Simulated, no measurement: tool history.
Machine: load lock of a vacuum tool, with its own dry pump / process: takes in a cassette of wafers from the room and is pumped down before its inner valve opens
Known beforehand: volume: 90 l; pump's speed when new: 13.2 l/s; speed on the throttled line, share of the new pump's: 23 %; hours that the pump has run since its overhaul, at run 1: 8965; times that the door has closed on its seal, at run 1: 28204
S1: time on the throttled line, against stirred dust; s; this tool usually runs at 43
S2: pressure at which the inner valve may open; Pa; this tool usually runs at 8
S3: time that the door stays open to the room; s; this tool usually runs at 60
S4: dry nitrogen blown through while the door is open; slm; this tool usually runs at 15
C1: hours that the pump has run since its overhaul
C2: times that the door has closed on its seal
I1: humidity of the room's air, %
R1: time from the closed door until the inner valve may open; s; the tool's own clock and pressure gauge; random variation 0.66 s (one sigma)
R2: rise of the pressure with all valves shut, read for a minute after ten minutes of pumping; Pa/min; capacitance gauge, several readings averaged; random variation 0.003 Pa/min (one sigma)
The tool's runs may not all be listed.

Run 1, hour 0.0: usual settings; C1 8965; C2 28204; I1 38.5. Result: R1 115.2 s, R2 0.138 Pa/min.
Run 2, hour 427.8: usual settings; C1 9393; C2 29084; I1 43.5. Result: R1 116.8 s, R2 0.141 Pa/min.
Run 3, hour 841.9: usual settings but S3 194 s; C1 9807; C2 29936; I1 43.8. Result: R1 117.7 s, R2 0.162 Pa/min.
At hour 1147.1: dry pump taken out, an overhauled one fitted.
Run 4, hour 1191.9: usual settings; C1 45; C2 30643; I1 45.1. Result: R1 99.7 s, R2 0.152 Pa/min.
Run 5, hour 1431.9: usual settings but S4 18 slm; C1 285; C2 31137; I1 43.7. Result: R1 99.4 s, R2 0.156 Pa/min.
Run 6, hour 1826.4: usual settings but S4 18 slm; C1 679; C2 31948; I1 44.4. Result: R1 99.7 s, R2 0.160 Pa/min.
Run 7, hour 2139.6: usual settings but S4 18 slm; C1 993; C2 32592; I1 48.3. Result: R1 100.5 s, R2 0.168 Pa/min.
Run 8, hour 2413.7: usual settings but S4 18 slm; C1 1267; C2 33156; I1 44.1. Result: R1 99.1 s, R2 0.167 Pa/min.
Run 9, hour 2608.9: usual settings but S4 18 slm; C1 1462; C2 33558; I1 44.0. Result: R1 101.0 s, R2 0.170 Pa/min.
Run 10, hour 2975.8: usual settings but S4 18 slm; C1 1829; C2 34312; I1 46.7. Result: R1 101.3 s, R2 0.187 Pa/min.
Run 11, hour 3252.1: usual settings but S4 18 slm; C1 2105; C2 34881; I1 42.8. Result: R1 101.2 s, R2 0.187 Pa/min.
Run 12, hour 3527.6: usual settings but S2 6 Pa; C1 2381; C2 35447; I1 42.9. Result: R1 104.9 s, R2 0.189 Pa/min.
Run 13, hour 3860.8: usual settings; C1 2714; C2 36133; I1 42.5. Result: R1 102.3 s, R2 0.195 Pa/min.
Run 14, hour 4237.7: usual settings; C1 3091; C2 36908; I1 46.5. Result: R1 103.9 s, R2 0.200 Pa/min.
Run 15, hour 4554.0: usual settings; C1 3407; C2 37558; I1 44.3. Result: R1 103.8 s, R2 0.206 Pa/min.
Run 16, hour 4855.8: usual settings but S1 33 s; C1 3709; C2 38179; I1 44.3. Result: R1 96.7 s, R2 0.208 Pa/min.
Run 17, hour 5073.6: usual settings but S1 27 s; C1 3927; C2 38627; I1 45.3. Result: R1 91.9 s, R2 0.218 Pa/min.
Run 18, hour 5290.5: usual settings but S1 27 s; C1 4143; C2 39073; I1 43.0. Result: R1 92.7 s, R2 0.220 Pa/min.
Run 19, hour 5578.7: usual settings; C1 4432; C2 39666; I1 45.9. Result: R1 104.7 s, R2 0.223 Pa/min.
Run 20, hour 5878.7: usual settings; C1 4732; C2 40283; I1 40.5. Result: R1 105.7 s, R2 0.224 Pa/min.
Run 21, hour 6298.2: usual settings; C1 5151; C2 41146; I1 43.8. Result: R1 107.6 s, R2 0.234 Pa/min.
Run 22, hour 6604.8: usual settings but S4 12 slm; C1 5458; C2 41776; I1 45.6. Result: R1 107.0 s, R2 0.236 Pa/min.
Run 23, hour 6854.4: usual settings but S1 66 s, S2 16 Pa, S3 26 s; C1 5707; C2 42290; I1 44.2. Result: R1 117.8 s, R2 0.236 Pa/min.
Run 24, hour 7201.6: usual settings but S2 7 Pa, S3 44 s, S4 35 slm; C1 6055; C2 43004; I1 43.3. Result: R1 109.6 s, R2 0.240 Pa/min.
Run 25, hour 7431.2: usual settings but S2 11 Pa, S3 36 s; C1 6284; C2 43476; I1 41.4. Result: R1 105.8 s, R2 0.250 Pa/min.
Run 26, hour 7738.5: usual settings but S1 65 s, S2 13 Pa, S3 36 s; C1 6591; C2 44108; I1 44.1. Result: R1 120.4 s, R2 0.250 Pa/min.
Run 27, hour 8093.4: usual settings but S1 32 s, S4 14 slm; C1 6946; C2 44838; I1 43.6. Result: R1 102.0 s, R2 0.262 Pa/min.
Run 28, hour 8442.4: usual settings but S1 32 s, S2 13 Pa, S4 10 slm; C1 7295; C2 45556; I1 43.0. Result: R1 96.9 s, R2 0.271 Pa/min.
Run 29, hour 8781.2: usual settings but S1 32 s, S2 11 Pa, S3 33 s, S4 28 slm; C1 7634; C2 46253; I1 48.1. Result: R1 99.0 s, R2 0.268 Pa/min.
Run 30, hour 9094.3: usual settings but S1 32 s, S3 25 s, S4 28 slm; C1 7947; C2 46897; I1 43.2. Result: R1 103.5 s, R2 0.275 Pa/min.
Run 31, hour 9483.4: usual settings but S1 32 s, S3 25 s, S4 28 slm; C1 8336; C2 47697; I1 47.3. Result: R1 104.4 s, R2 0.284 Pa/min.
Run 32, hour 9682.6: usual settings but S3 73 s, S4 9 slm; C1 8536; C2 48107; I1 45.2. Result: R1 111.3 s, R2 0.300 Pa/min.
Run 33, hour 9950.3: usual settings but S1 36 s, S2 11 Pa, S3 119 s, S4 8 slm; C1 8803; C2 48657; I1 44.4. Result: R1 104.4 s, R2 0.317 Pa/min.
Run 34, hour 10383.4: usual settings but S1 36 s, S2 11 Pa, S3 119 s, S4 8 slm; C1 9236; C2 49548; I1 42.7. Result: R1 106.7 s, R2 0.315 Pa/min.
Run 35, hour 10720.3: usual settings but S1 47 s, S2 9 Pa, S3 131 s, S4 44 slm; C1 9573; C2 50241; I1 43.8. Result: R1 116.3 s, R2 0.304 Pa/min.
Run 36, hour 11053.8: usual settings but S4 16 slm; C1 9907; C2 50927; I1 46.8. Result: R1 115.6 s, R2 0.324 Pa/min.
At hour 11276.8: dry pump taken out, an overhauled one fitted.
Run 37, hour 11403.7: usual settings but S1 63 s, S3 28 s, S4 16 slm; C1 127; C2 51634; I1 45.7. Result: R1 114.8 s, R2 0.330 Pa/min.
Run 38, hour 11793.9: usual settings but S1 86 s, S2 10 Pa; C1 517; C2 52437; I1 46.9. Result: R1 130.6 s, R2 0.336 Pa/min.

Each run again, without the hidden state but with its own random variation kept:
Unlogged tool condition in this case: pump's speed, % of a new pump's; leak at the door's seal, Pa l/s; drift of the gauge itself on ready_s, %; drift of the gauge itself on rise_pa_min, %.
run     R1     R2
  1   99.0  0.012
  2   99.5  0.009
  3   99.6  0.029
  4   98.9  0.012
  5   98.3  0.009
  6   98.0  0.007
  7   98.4  0.014
  8   96.7  0.008
  9   98.4  0.006
 10   98.2  0.015
 11   97.7  0.012
 12  100.7  0.014
 13   98.0  0.012
 14   99.1  0.012
 15   98.5  0.012
 16   90.5  0.012
 17   85.3  0.016
 18   85.7  0.015
 19   97.9  0.015
 20   98.4  0.010
 21   99.6  0.015
 22   98.5  0.014
 23  110.5  0.009
 24   99.8  0.002
 25   96.4  0.009
 26  111.7  0.007
 27   90.4  0.012
 28   85.5  0.017
 29   86.8  0.006
 30   90.1  0.010
 31   90.3  0.008
 32   97.5  0.021
 33   90.3  0.028
 34   91.6  0.024
 35  100.9  0.008
 36   98.9  0.013
 37  115.1  0.014
 38  130.5  0.015
